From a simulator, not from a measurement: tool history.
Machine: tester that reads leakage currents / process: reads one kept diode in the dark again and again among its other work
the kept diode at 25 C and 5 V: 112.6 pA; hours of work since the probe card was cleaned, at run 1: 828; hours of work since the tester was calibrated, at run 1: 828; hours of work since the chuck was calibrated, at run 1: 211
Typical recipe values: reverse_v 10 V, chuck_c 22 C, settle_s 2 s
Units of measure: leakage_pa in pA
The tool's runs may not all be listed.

run,hour,reverse_v,chuck_c,settle_s,hours of work since the probe card was cleaned,hours of work since the tester was calibrated,hours of work since the chuck was calibrated,leakage_pa
1,0,10,22,2,828,828,211,131.7
2,151.3,1.4,22,2,926,926,310,46.63
3,410.6,1.4,22,2,1095,1095,479,48.48
4,538.1,10,22,0.64,1179,1179,562,145.86
5,701.1,10,22,0.64,1285,1285,669,150.04
6,906.1,10,22,0.41,1419,1419,802,156.2
# hour 945.1: chuck's temperature calibrated
7,1131.8,10,22,0.41,1564,1564,122,135.53
8,1289.2,10,22,0.41,1667,1667,224,139.25
9,1517.8,10,22,0.41,1816,1816,373,143.76
# hour 1533.8: probe card cleaned and baked
10,1760.2,10,22,0.41,148,1972,530,152.29
11,1865,10,22,0.41,216,2041,598,155.1
12,2118.6,10,22,0.41,381,2206,763,160.6
# hour 2215.4: chuck's temperature calibrated
13,2318.3,10,22,2.51,510,2335,67,137.51
# hour 2429.4: tester calibrated
14,2513.4,4.1,22,0.49,636,55,193,87.32

Run 15 comes next. What will it give?
# hour 2653: probe card cleaned and baked, once more
15,2754.1,4.1,22,0.49,66,210,348,?

For run 15 the tool returned leakage_pa 83.71 pA.
The same run, on a tool lacking any hidden state, would have yielded leakage_pa 77.28 pA.
